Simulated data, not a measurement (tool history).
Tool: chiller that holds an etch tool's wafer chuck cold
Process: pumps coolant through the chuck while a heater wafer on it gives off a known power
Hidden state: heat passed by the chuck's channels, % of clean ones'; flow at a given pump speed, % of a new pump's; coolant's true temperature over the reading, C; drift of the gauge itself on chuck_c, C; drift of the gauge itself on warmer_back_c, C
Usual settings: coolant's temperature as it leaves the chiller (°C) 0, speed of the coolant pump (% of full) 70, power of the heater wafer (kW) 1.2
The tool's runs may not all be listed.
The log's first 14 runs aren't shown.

| run | hour | coolant's temperature as it leaves the chiller (°C) | speed of the coolant pump (% of full) | power of the heater wafer (kW) | hours since the coolant was changed and the channels were flushed | hours since the pump was overhauled | hours since the chiller's thermometer was calibrated | chuck's temperature once it has settled (°C) | how much warmer the coolant comes back (C) |
|---|---|---|---|---|---|---|---|---|---|
| 15 | 348.3 | 0 | 87 | 1.667 | 684 | 117 | 30 | 20.7 | 6.88 |
| 16 | 377 | 0 | 87 | 1.667 | 713 | 146 | 59 | 20.8 | 6.85 |
| 17 | 395.5 | 2 | 99 | 1.514 | 731 | 164 | 77 | 19.6 | 5.57 |
| 18 | 418.5 | 6 | 72 | 0.814 | 754 | 187 | 100 | 17 | 4.04 |
|  | 435.9 | coolant pump overhauled, once more |
| 19 | 447.9 | 6 | 72 | 0.738 | 778 | 12 | 125 | 16 | 3.54 |
| 20 | 462.8 | 6 | 72 | 0.738 | 793 | 27 | 139 | 15.9 | 3.51 |
| 21 | 487.5 | 5 | 72 | 0.676 | 818 | 52 | 164 | 14.2 | 3.26 |
| 22 | 509.1 | 8 | 71 | 1.2 | 840 | 73 | 186 | 24.3 | 5.85 |
| 23 | 543.3 | 8 | 71 | 1.2 | 874 | 107 | 220 | 24.4 | 5.85 |
| 24 | 573.1 | 8 | 62 | 1.201 | 904 | 137 | 250 | 25.6 | 6.67 |
| 25 | 597.8 | 8 | 62 | 1.201 | 928 | 162 | 274 | 25.5 | 6.67 |
| 26 | 612.9 | -6 | 71 | 1.163 | 943 | 177 | 289 | 9.9 | 5.66 |
| 27 | 639.5 | 3 | 70 | 1.2 | 970 | 204 | 316 | 19.5 | 5.93 |
| 28 | 670.8 | 3 | 70 | 1.2 | 1001 | 235 | 347 | 19.4 | 5.94 |
| 29 | 686 | 0 | 89 | 0.614 | 1017 | 250 | 363 | 7.6 | 2.39 |
| 30 | 711.5 | -8 | 73 | 0.739 | 1042 | 276 | 388 | 1.9 | 3.51 |
| 31 | 730.8 | -8 | 73 | 0.739 | 1061 | 295 | 407 | 1.9 | 3.49 |
| 32 | 758.5 | -8 | 73 | 0.739 | 1089 | 323 | 435 | 2 | 3.48 |

Forecast each of these 4 alternatives for the next run:
| A | 780.4 | 1 | 73 | 0.85 | 1111 | 345 | 457 | ? | ? |
| B | 780.4 | -9 | 73 | 1.006 | 1111 | 345 | 457 | ? | ? |
| C | 780.4 | 0 | 71 | 1.116 | 1111 | 345 | 457 | ? | ? |
| D | 780.4 | -8 | 60 | 0.735 | 1111 | 345 | 457 | ? | ? |

| run | chuck's temperature once it has settled (°C) | how much warmer the coolant comes back (C) |
|---|---|---|
| A | 12.7 | 4.09 |
| B | 4.4 | 4.76 |
| C | 15.3 | 5.41 |
| D | 2.9 | 4.23 |
Without the tool's hidden state the same runs would have given:
| run | chuck's temperature once it has settled (°C) | how much warmer the coolant comes back (C) |
|---|---|---|
| A | 12.4 | 4.08 |
| B | 4.1 | 4.75 |
| C | 15 | 5.4 |
| D | 2.7 | 4.22 |
